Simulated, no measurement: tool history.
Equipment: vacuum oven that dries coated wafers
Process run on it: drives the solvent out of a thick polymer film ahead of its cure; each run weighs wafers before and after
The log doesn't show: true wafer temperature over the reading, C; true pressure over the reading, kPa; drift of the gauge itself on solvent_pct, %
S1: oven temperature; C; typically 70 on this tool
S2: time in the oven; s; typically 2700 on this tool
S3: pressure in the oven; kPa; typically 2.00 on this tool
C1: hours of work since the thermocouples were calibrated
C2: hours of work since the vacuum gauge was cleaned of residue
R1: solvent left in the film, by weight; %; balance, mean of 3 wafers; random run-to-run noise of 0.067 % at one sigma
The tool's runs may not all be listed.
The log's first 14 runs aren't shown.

run,hour,S1,S2,S3,C1,C2,R1
15,111.9,58,2700,2.00,54,303,9.17
16,121.5,70,2700,2.00,61,310,4.09
17,127.1,70,2700,2.00,65,314,4.16
18,133.5,70,2700,2.00,70,319,4.11
19,138.9,82,1500,7.18,74,323,4.28
20,145.5,69,2700,2.23,79,328,4.69
21,153.0,74,1980,2.00,84,333,4.45
22,163.5,74,1980,2.00,92,341,4.30
23,175.7,57,4860,2.00,100,350,6.06
24,184.5,57,4860,2.00,107,356,6.21
25,194.2,69,2040,2.71,114,363,6.34
26,203.8,71,1440,1.41,121,370,7.24
27,216.1,71,1440,1.41,130,379,7.28
28,227.3,71,1440,1.41,138,387,7.15
29,235.6,70,3360,1.73,144,393,2.94
30,245.1,70,3360,1.73,151,400,2.88
31,254.3,58,2220,1.73,158,407,9.75
32,262.0,77,2400,7.61,163,412,4.01
33,270.0,59,2700,2.00,169,418,8.59
34,276.3,71,1920,1.47,174,423,5.38
35,285.5,71,1920,1.47,180,430,5.33
36,292.6,70,3000,2.00,186,435,3.58

What if the next run were any one of these 5? Each begins from the tool's condition after run 36:
A,302.7,60,1800,5.70,193,442,?
B,302.7,72,2160,7.16,193,442,?
C,302.7,64,1740,3.11,193,442,?
D,302.7,76,2160,3.82,193,442,?
E,302.7,62,1860,7.75,193,442,?

run,R1
A,11.76
B,6.00
C,9.51
D,3.73
E,11.21
Take away the tool's hidden state, keep each run's random variation, and the runs would have read:
run,R1
A,12.11
B,6.37
C,9.87
D,4.03
E,11.59

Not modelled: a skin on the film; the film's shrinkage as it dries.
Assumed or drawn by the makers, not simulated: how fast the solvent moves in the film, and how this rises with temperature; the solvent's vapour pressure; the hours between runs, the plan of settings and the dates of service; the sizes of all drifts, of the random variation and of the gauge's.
